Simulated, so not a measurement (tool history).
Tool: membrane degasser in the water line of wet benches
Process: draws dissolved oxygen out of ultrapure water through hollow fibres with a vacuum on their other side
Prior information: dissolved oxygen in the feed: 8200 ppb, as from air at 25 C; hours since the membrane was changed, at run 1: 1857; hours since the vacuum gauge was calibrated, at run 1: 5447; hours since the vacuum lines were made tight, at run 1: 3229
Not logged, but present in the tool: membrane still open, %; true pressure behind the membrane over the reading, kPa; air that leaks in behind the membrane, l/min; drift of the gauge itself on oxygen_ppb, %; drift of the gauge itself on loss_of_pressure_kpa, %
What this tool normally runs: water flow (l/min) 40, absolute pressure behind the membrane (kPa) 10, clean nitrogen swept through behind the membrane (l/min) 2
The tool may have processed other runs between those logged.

| run | hour | water flow (l/min) | absolute pressure behind the membrane (kPa) | clean nitrogen swept through behind the membrane (l/min) | hours since the membrane was changed | hours since the vacuum gauge was calibrated | hours since the vacuum lines were made tight | dissolved oxygen in the water behind the degasser (ppb) | pressure that the water loses in the fibres (kPa) |
|---|---|---|---|---|---|---|---|---|---|
| 1 | 0 | 40 | 10 | 2 | 1857 | 5447 | 3229 | 530.2 | 45.93 |
| 2 | 43.3 | 40 | 10 | 2 | 1900 | 5490 | 3273 | 542.1 | 46.3 |
| 3 | 119.1 | 24 | 10 | 2 | 1976 | 5566 | 3348 | 319.4 | 27.58 |
| 4 | 167.8 | 24 | 10 | 2 | 2025 | 5615 | 3397 | 313.5 | 27.74 |
| 5 | 202.1 | 59 | 10 | 2 | 2059 | 5649 | 3432 | 767.6 | 68.44 |
| 6 | 255 | 40 | 19.4 | 2 | 2112 | 5702 | 3484 | 897.6 | 46.24 |
| 7 | 296.4 | 40 | 19.4 | 2 | 2153 | 5743 | 3526 | 887.8 | 46.44 |
| 8 | 371.4 | 40 | 19.4 | 2 | 2228 | 5818 | 3601 | 883 | 46.55 |
| 9 | 410 | 40 | 19.4 | 2 | 2267 | 5857 | 3639 | 902.1 | 46.65 |
| 10 | 471.4 | 40 | 10 | 0.95 | 2328 | 5918 | 3701 | 758.2 | 46.98 |
| 11 | 534.2 | 40 | 10 | 2 | 2391 | 5981 | 3764 | 537.1 | 46.82 |
| 12 | 612.9 | 40 | 10 | 2 | 2470 | 6060 | 3842 | 531.3 | 46.82 |
| 13 | 687.3 | 40 | 10 | 2 | 2544 | 6134 | 3917 | 541.5 | 46.84 |
| 14 | 748.4 | 40 | 10 | 2 | 2605 | 6195 | 3978 | 533.1 | 47.35 |
| 15 | 788.8 | 40 | 10 | 0.87 | 2646 | 6235 | 4018 | 800 | 46.98 |
| 16 | 823.1 | 40 | 10 | 1.4 | 2680 | 6270 | 4052 | 630.1 | 47.1 |
| 17 | 900 | 39 | 21.9 | 1.8 | 2757 | 6347 | 4129 | 1011.6 | 46.23 |
| 18 | 971.8 | 41 | 11.6 | 1.24 | 2829 | 6419 | 4201 | 770 | 48.85 |
| 19 | 1042.7 | 41 | 11.6 | 1.24 | 2899 | 6489 | 4272 | 784.6 | 48.26 |
| 20 | 1096.9 | 26 | 22.6 | 1.05 | 2954 | 6544 | 4326 | 1068.5 | 30.72 |
|  | 1160.5 | gauge calibrated |
| 21 | 1166.4 | 26 | 22.6 | 1.05 | 3023 | 6613 | 4396 | 1070.8 | 30.23 |
| 22 | 1207 | 26 | 22.6 | 1.05 | 3064 | 6654 | 4436 | 1065 | 30.15 |
| 23 | 1239.6 | 38 | 10 | 0.86 | 3096 | 6686 | 4469 | 778.9 | 43.67 |
| 24 | 1283.4 | 38 | 10 | 0.86 | 3140 | 6730 | 4513 | 781.5 | 44.12 |
| 25 | 1344.6 | 25 | 10 | 2 | 3201 | 6791 | 4574 | 333.4 | 29.23 |
| 26 | 1394.5 | 25 | 13.3 | 2.02 | 3251 | 6841 | 4624 | 412.2 | 29.27 |
| 27 | 1448.6 | 25 | 13.3 | 2.02 | 3305 | 6895 | 4678 | 413.9 | 28.86 |
| 28 | 1503.7 | 25 | 13.3 | 2.02 | 3361 | 6950 | 4733 | 412.2 | 28.96 |
| 29 | 1546 | 40 | 6 | 2 | 3403 | 6993 | 4775 | 376.4 | 46.86 |
| 30 | 1609.8 | 41 | 15.4 | 4.04 | 3467 | 7057 | 4839 | 523 | 47.91 |
| 31 | 1659.5 | 41 | 15.4 | 4.04 | 3516 | 7106 | 4889 | 526.6 | 48.1 |

Consider 5 possible next runs. They are alternatives, not a sequence: every one starts from the tool as it was left by run 31. What does each give?
| A | 1713.2 | 40 | 23.5 | 0.96 | 3570 | 7160 | 4943 | ? | ? |
| B | 1713.2 | 37 | 15.2 | 2 | 3570 | 7160 | 4943 | ? | ? |
| C | 1713.2 | 50 | 10 | 3.3 | 3570 | 7160 | 4943 | ? | ? |
| D | 1713.2 | 25 | 11.5 | 1.45 | 3570 | 7160 | 4943 | ? | ? |
| E | 1713.2 | 27 | 9.3 | 2.94 | 3570 | 7160 | 4943 | ? | ? |

| run | dissolved oxygen in the water behind the degasser (ppb) | pressure that the water loses in the fibres (kPa) |
|---|---|---|
| A | 1581.4 | 46.55 |
| B | 686.9 | 43.14 |
| C | 542.5 | 58.87 |
| D | 442.4 | 29.47 |
| E | 286 | 31.66 |
What these runs would have given with no unlogged condition in the tool:
| run | dissolved oxygen in the water behind the degasser (ppb) | pressure that the water loses in the fibres (kPa) |
|---|---|---|
| A | 1580.7 | 45.89 |
| B | 686.3 | 42.52 |
| C | 541.8 | 58.03 |
| D | 441.9 | 29.06 |
| E | 285.6 | 31.21 |
